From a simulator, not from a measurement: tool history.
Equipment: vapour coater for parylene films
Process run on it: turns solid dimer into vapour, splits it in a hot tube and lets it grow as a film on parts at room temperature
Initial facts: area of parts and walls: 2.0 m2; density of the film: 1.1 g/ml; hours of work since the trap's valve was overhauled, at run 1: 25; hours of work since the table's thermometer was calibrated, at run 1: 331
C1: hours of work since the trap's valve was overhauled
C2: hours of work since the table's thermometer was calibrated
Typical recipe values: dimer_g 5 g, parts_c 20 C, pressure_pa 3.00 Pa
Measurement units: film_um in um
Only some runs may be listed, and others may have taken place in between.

{"run": 1, "hour": 0.0, "dimer_g": 5, "parts_c": 20, "pressure_pa": 3.0, "C1": 25, "C2": 331, "film_um": 1.19}
{"run": 2, "hour": 14.1, "dimer_g": 5, "parts_c": 20, "pressure_pa": 3.0, "C1": 36, "C2": 342, "film_um": 1.2}
{"run": 3, "hour": 32.6, "dimer_g": 5, "parts_c": 20, "pressure_pa": 3.0, "C1": 51, "C2": 356, "film_um": 1.18}
{"run": 4, "hour": 50.3, "dimer_g": 5, "parts_c": 20, "pressure_pa": 3.0, "C1": 65, "C2": 370, "film_um": 1.21}
{"run": 5, "hour": 60.2, "dimer_g": 5, "parts_c": 20, "pressure_pa": 3.0, "C1": 72, "C2": 378, "film_um": 1.2}
{"run": 6, "hour": 76.8, "dimer_g": 5, "parts_c": 20, "pressure_pa": 3.0, "C1": 85, "C2": 391, "film_um": 1.22}
{"run": 7, "hour": 87.9, "dimer_g": 5, "parts_c": 23, "pressure_pa": 3.0, "C1": 94, "C2": 399, "film_um": 1.01}
{"run": 8, "hour": 102.4, "dimer_g": 5, "parts_c": 23, "pressure_pa": 3.0, "C1": 105, "C2": 411, "film_um": 1.03}
{"run": 9, "hour": 116.9, "dimer_g": 5, "parts_c": 23, "pressure_pa": 3.0, "C1": 117, "C2": 422, "film_um": 1.04}
{"run": 10, "hour": 127.7, "dimer_g": 5, "parts_c": 23, "pressure_pa": 3.0, "C1": 125, "C2": 431, "film_um": 1.04}
{"run": 11, "hour": 137.1, "dimer_g": 5, "parts_c": 23, "pressure_pa": 3.0, "C1": 132, "C2": 438, "film_um": 1.04}
{"run": 12, "hour": 157.0, "dimer_g": 3, "parts_c": 20, "pressure_pa": 3.0, "C1": 148, "C2": 453, "film_um": 0.72}
{"run": 13, "hour": 167.4, "dimer_g": 3, "parts_c": 20, "pressure_pa": 3.0, "C1": 156, "C2": 462, "film_um": 0.73}
{"run": 14, "hour": 175.8, "dimer_g": 6, "parts_c": 20, "pressure_pa": 3.0, "C1": 163, "C2": 468, "film_um": 1.44}
{"run": 15, "hour": 196.2, "dimer_g": 4, "parts_c": 20, "pressure_pa": 3.0, "C1": 179, "C2": 484, "film_um": 0.94}
{"run": 16, "hour": 205.0, "dimer_g": 4, "parts_c": 20, "pressure_pa": 3.0, "C1": 185, "C2": 491, "film_um": 0.95}
{"run": 17, "hour": 223.4, "dimer_g": 4, "parts_c": 20, "pressure_pa": 3.0, "C1": 200, "C2": 505, "film_um": 0.96}
{"run": 18, "hour": 240.4, "dimer_g": 4, "parts_c": 20, "pressure_pa": 3.0, "C1": 213, "C2": 519, "film_um": 0.96}
{"run": 19, "hour": 249.6, "dimer_g": 5, "parts_c": 20, "pressure_pa": 11.8, "C1": 220, "C2": 526, "film_um": 0.96}
{"run": 20, "hour": 265.6, "dimer_g": 5, "parts_c": 20, "pressure_pa": 11.8, "C1": 233, "C2": 538, "film_um": 0.93}
{"run": 21, "hour": 276.7, "dimer_g": 5, "parts_c": 20, "pressure_pa": 3.0, "C1": 241, "C2": 547, "film_um": 1.21}
{"run": 22, "hour": 292.0, "dimer_g": 5, "parts_c": 20, "pressure_pa": 3.0, "C1": 253, "C2": 559, "film_um": 1.2}
{"run": 23, "hour": 309.1, "dimer_g": 5, "parts_c": 20, "pressure_pa": 3.0, "C1": 267, "C2": 572, "film_um": 1.2}
{"run": 24, "hour": 318.2, "dimer_g": 6, "parts_c": 20, "pressure_pa": 3.0, "C1": 274, "C2": 579, "film_um": 1.46}
{"run": 25, "hour": 333.0, "dimer_g": 6, "parts_c": 20, "pressure_pa": 3.0, "C1": 285, "C2": 591, "film_um": 1.45}
{"run": 26, "hour": 344.7, "dimer_g": 6, "parts_c": 16, "pressure_pa": 3.0, "C1": 294, "C2": 600, "film_um": 1.76}
{"run": 27, "hour": 355.7, "dimer_g": 2, "parts_c": 32, "pressure_pa": 2.43, "C1": 303, "C2": 609, "film_um": 0.27}
{"run": 28, "hour": 367.7, "dimer_g": 2, "parts_c": 15, "pressure_pa": 4.14, "C1": 312, "C2": 618, "film_um": 0.59}
{"run": 29, "hour": 387.9, "dimer_g": 5, "parts_c": 20, "pressure_pa": 8.48, "C1": 328, "C2": 634, "film_um": 1.01}
{"run": 30, "hour": 397.6, "dimer_g": 5, "parts_c": 20, "pressure_pa": 2.62, "C1": 336, "C2": 641, "film_um": 1.23}

Run 31 has not been measured yet. What should we expect?
{"run": 31, "hour": 417.9, "dimer_g": 5, "parts_c": 20, "pressure_pa": 2.62, "C1": 352, "C2": 657, "film_um": "?"}

Run 31 produced film_um 1.23 um.
Take away the tool's hidden state, keep the run-to-run variation as it was, and the same run would have given film_um 1.23 um.

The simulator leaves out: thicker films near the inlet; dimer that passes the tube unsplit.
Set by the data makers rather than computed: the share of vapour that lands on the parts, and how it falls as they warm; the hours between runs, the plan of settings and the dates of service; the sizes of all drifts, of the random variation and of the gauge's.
